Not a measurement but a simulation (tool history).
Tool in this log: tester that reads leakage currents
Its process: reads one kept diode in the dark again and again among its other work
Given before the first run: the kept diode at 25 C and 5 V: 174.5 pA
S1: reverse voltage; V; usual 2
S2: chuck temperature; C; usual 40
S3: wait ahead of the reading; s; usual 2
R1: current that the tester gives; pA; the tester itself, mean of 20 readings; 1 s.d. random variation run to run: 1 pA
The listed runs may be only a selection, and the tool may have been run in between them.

run	hour	S1	S2	S3	R1
1	0	2	40	2	381.96
2	20.5	2	40	2	380.17
3	51.1	2	40	2	379.49
4	66.7	2	40	2	381.67
5	88.3	2	40	2	381.3
6	115.4	2	40	2	381.12
7	146.6	2	40	5.19	384.33
8	159.7	2	40	5.19	382.61
9	187.4	2	40	5.19	382.83
10	208.5	1.38	40	5.19	324.83
11	228.1	1.38	40	5.19	325.8
12	256.4	1.38	40	5.19	324.48
13	278.2	1.38	40	5.19	324.67
14	303.7	1.38	40	5.19	325.53
15	320.7	2	40	2	384.45
16	347	2	40	2	385.89
17	375.2	2	40	2	386.43
# hour 378.7: tester calibrated
18	403.2	2	40	2	386.24
19	434.1	7.4	40	2	699.51
20	464.2	7.4	40	2	696.84
21	491.9	4.94	40	0.68	586.2
22	506.4	18.85	32	3.14	626.08
23	536.9	18.85	32	3.14	621.82
24	563.8	2	22	4.69	105.79
# hour 569.3: tester calibrated, once more
25	595.9	6.7	40	1.08	675.41
26	612.3	6.95	37	1.96	560.04
27	639.3	4.09	52	2	1194.08
28	666.8	4.09	52	2	1190.51
29	684.2	3.86	26	1.61	196.17
30	703	3.27	50	1.1	953.46
31	729.5	1.36	50	1.1	642.75
32	747	2	50	1.98	761.78
33	773.4	2	26	5.52	145.04
34	788.4	1.48	26	1.48	126.45
# hour 808: probe card cleaned and baked
35	817.1	1.48	26	1.48	123.87
36	837.8	3.87	46	0.89	792.67
37	857.1	1.45	40	2	337.9
38	871.9	1.33	37	2.11	263.77
39	900	1.18	58	3.69	1004.65

Branching from run 39: 4 alternative next runs. What would each branch give?
A	930.9	7.86	30	3.69	?
B	930.9	9.91	24	1.34	?
C	930.9	4.67	58	3.69	?
D	930.9	8.34	36	2.17	?

run	R1
A	352.99
B	252.37
C	1872.29
D	560.04
With the hidden condition removed and each run's random variation left untouched, the same runs would have given:
run	R1
A	311.41
B	221.53
C	1686.83
D	496.66

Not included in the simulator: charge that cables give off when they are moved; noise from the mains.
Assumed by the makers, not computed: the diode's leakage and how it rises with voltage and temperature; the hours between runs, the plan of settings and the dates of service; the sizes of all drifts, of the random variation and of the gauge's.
